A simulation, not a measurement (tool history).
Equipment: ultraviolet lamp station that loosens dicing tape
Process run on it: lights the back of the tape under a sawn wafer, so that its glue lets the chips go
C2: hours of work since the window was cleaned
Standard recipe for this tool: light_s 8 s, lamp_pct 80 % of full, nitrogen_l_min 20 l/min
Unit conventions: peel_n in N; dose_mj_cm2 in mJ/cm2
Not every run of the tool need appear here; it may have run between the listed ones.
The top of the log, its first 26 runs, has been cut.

Run 27, hour 380.1: usual settings but light_s 14 s, lamp_pct 70 % of full, nitrogen_l_min 7 l/min; hours of work of the lamp 581; C2 181. Result: peel_n 0.437 N, dose_mj_cm2 644 mJ/cm2.
Run 28, hour 397.9: usual settings but light_s 14 s, lamp_pct 98 % of full, nitrogen_l_min 6 l/min; hours of work of the lamp 595; C2 195. Result: peel_n 0.251 N, dose_mj_cm2 901 mJ/cm2.
Run 29, hour 413.0: usual settings but lamp_pct 92 % of full, nitrogen_l_min 15 l/min; hours of work of the lamp 607; C2 206. Result: peel_n 0.466 N, dose_mj_cm2 482 mJ/cm2.
At hour 414.5: window cleaned of glue's vapour.
Run 30, hour 432.1: usual settings but light_s 14 s, lamp_pct 67 % of full; hours of work of the lamp 621; C2 14. Result: peel_n 0.189 N, dose_mj_cm2 643 mJ/cm2.
Run 31, hour 442.9: usual settings but lamp_pct 91 % of full, nitrogen_l_min 18 l/min; hours of work of the lamp 630; C2 22. Result: peel_n 0.366 N, dose_mj_cm2 498 mJ/cm2.
Run 32, hour 460.3: usual settings but light_s 10 s, lamp_pct 73 % of full, nitrogen_l_min 9 l/min; hours of work of the lamp 643; C2 36. Result: peel_n 0.636 N, dose_mj_cm2 492 mJ/cm2.
Run 33, hour 476.5: usual settings but light_s 5 s, lamp_pct 89 % of full, nitrogen_l_min 38 l/min; hours of work of the lamp 656; C2 48. Result: peel_n 0.631 N, dose_mj_cm2 298 mJ/cm2.
Run 34, hour 492.5: usual settings but light_s 5 s, lamp_pct 89 % of full, nitrogen_l_min 38 l/min; hours of work of the lamp 669; C2 61. Result: peel_n 0.631 N, dose_mj_cm2 301 mJ/cm2.
Run 35, hour 510.5: usual settings but light_s 5 s, lamp_pct 98 % of full, nitrogen_l_min 38 l/min; hours of work of the lamp 683; C2 75. Result: peel_n 0.543 N, dose_mj_cm2 322 mJ/cm2.
Run 36, hour 527.0: usual settings but light_s 9 s, lamp_pct 98 % of full; hours of work of the lamp 695; C2 88. Result: peel_n 0.239 N, dose_mj_cm2 569 mJ/cm2.
Run 37, hour 542.2: usual settings but nitrogen_l_min 8 l/min; hours of work of the lamp 707; C2 100. Result: peel_n 0.875 N, dose_mj_cm2 409 mJ/cm2.
Run 38, hour 561.9: usual settings but light_s 10 s, lamp_pct 70 % of full, nitrogen_l_min 8 l/min; hours of work of the lamp 723; C2 115. Result: peel_n 0.795 N, dose_mj_cm2 450 mJ/cm2.

What does the tool deliver on the next run?
Run 39, hour 575.6: usual settings but light_s 6 s, nitrogen_l_min 12 l/min; hours of work of the lamp 733; C2 126. Result: peel_n ?, dose_mj_cm2 ?.

{"run 39": {"peel_n": 1.059, "dose_mj_cm2": 303}}
Were there no unlogged condition in the tool, this run, its random variation unchanged, would have produced peel_n 0.726 N, dose_mj_cm2 394 mJ/cm2.

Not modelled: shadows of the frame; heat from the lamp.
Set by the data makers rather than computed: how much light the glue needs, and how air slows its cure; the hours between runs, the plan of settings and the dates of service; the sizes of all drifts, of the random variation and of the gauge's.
